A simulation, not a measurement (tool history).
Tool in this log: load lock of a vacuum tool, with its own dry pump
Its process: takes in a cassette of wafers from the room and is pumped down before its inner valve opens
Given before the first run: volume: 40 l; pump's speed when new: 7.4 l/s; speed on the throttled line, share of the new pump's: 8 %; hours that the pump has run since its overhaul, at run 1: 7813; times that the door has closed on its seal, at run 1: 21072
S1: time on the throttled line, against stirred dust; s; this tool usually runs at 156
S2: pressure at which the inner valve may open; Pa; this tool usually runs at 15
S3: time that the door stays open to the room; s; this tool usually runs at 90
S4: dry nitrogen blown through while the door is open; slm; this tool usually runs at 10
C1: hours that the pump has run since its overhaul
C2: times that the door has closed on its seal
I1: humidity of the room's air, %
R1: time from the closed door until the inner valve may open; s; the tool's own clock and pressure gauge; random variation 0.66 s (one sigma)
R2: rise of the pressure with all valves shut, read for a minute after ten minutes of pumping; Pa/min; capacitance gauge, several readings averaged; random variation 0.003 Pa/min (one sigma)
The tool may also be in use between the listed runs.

{"run": 1, "hour": 0.0, "S1": 156, "S2": 15, "S3": 90, "S4": 10, "C1": 7813, "C2": 21072, "I1": 42.6, "R1": 193.2, "R2": 0.116}
{"run": 2, "hour": 208.9, "S1": 156, "S2": 15, "S3": 32, "S4": 10, "C1": 8022, "C2": 21731, "I1": 43.5, "R1": 193.8, "R2": 0.112}
{"run": 3, "hour": 310.9, "S1": 156, "S2": 15, "S3": 32, "S4": 10, "C1": 8124, "C2": 22053, "I1": 42, "R1": 193.5, "R2": 0.115}
{"run": 4, "hour": 475.4, "S1": 121, "S2": 15, "S3": 32, "S4": 10, "C1": 8288, "C2": 22572, "I1": 44.4, "R1": 161.1, "R2": 0.111}
{"run": 5, "hour": 643.9, "S1": 121, "S2": 15, "S3": 32, "S4": 10, "C1": 8457, "C2": 23104, "I1": 45, "R1": 162.8, "R2": 0.119}
{"run": 6, "hour": 771.6, "S1": 121, "S2": 15, "S3": 122, "S4": 10, "C1": 8585, "C2": 23507, "I1": 43.2, "R1": 161.3, "R2": 0.14}
{"run": 7, "hour": 932.0, "S1": 121, "S2": 15, "S3": 122, "S4": 10, "C1": 8745, "C2": 24013, "I1": 50.6, "R1": 161.4, "R2": 0.141}
{"run": 8, "hour": 1020.7, "S1": 121, "S2": 15, "S3": 122, "S4": 10, "C1": 8834, "C2": 24293, "I1": 47.4, "R1": 162.3, "R2": 0.146}
{"run": 9, "hour": 1140.7, "S1": 156, "S2": 15, "S3": 90, "S4": 10, "C1": 8954, "C2": 24672, "I1": 47.7, "R1": 194.4, "R2": 0.138}
{"run": 10, "hour": 1236.7, "S1": 156, "S2": 15, "S3": 90, "S4": 10, "C1": 9050, "C2": 24975, "I1": 46.2, "R1": 194, "R2": 0.146}
{"run": 11, "hour": 1396.7, "S1": 156, "S2": 10, "S3": 66, "S4": 10, "C1": 9210, "C2": 25480, "I1": 47.5, "R1": 197.5, "R2": 0.15}
{"run": 12, "hour": 1554.2, "S1": 156, "S2": 10, "S3": 66, "S4": 10, "C1": 9367, "C2": 25977, "I1": 45.1, "R1": 196.4, "R2": 0.15}
{"run": 13, "hour": 1706.0, "S1": 83, "S2": 11, "S3": 84, "S4": 6, "C1": 9519, "C2": 26456, "I1": 43.8, "R1": 129.9, "R2": 0.168}
{"run": 14, "hour": 1823.8, "S1": 302, "S2": 19, "S3": 90, "S4": 10, "C1": 9637, "C2": 26828, "I1": 46.5, "R1": 326.6, "R2": 0.156}
{"run": 15, "hour": 2036.4, "S1": 156, "S2": 15, "S3": 90, "S4": 4, "C1": 9849, "C2": 27499, "I1": 42.5, "R1": 193.5, "R2": 0.184}
{"run": 16, "hour": 2217.1, "S1": 156, "S2": 15, "S3": 102, "S4": 26, "C1": 10030, "C2": 28069, "I1": 43.7, "R1": 195.1, "R2": 0.151}
{"run": 17, "hour": 2332.8, "S1": 91, "S2": 16, "S3": 129, "S4": 4, "C1": 10146, "C2": 28434, "I1": 45.2, "R1": 135.1, "R2": 0.194}

What would each run have given without the hidden state, its run-to-run variation left as it was?
Hidden state at play: pump's speed, % of a new pump's; leak at the door's seal, Pa l/s; drift of the gauge itself on ready_s, %; drift of the gauge itself on rise_pa_min, %.
run=1 R1=190.8 R2=0.034
run=2 R1=191.3 R2=0.026
run=3 R1=191 R2=0.027
run=4 R1=158.3 R2=0.021
run=5 R1=159.9 R2=0.024
run=6 R1=158.4 R2=0.042
run=7 R1=158.4 R2=0.038
run=8 R1=159.3 R2=0.044
run=9 R1=191.5 R2=0.035
run=10 R1=191 R2=0.04
run=11 R1=194.3 R2=0.038
run=12 R1=193.2 R2=0.037
run=13 R1=125.9 R2=0.05
run=14 R1=324.7 R2=0.035
run=15 R1=190.2 R2=0.059
run=16 R1=191.8 R2=0.024
run=17 R1=131.2 R2=0.064
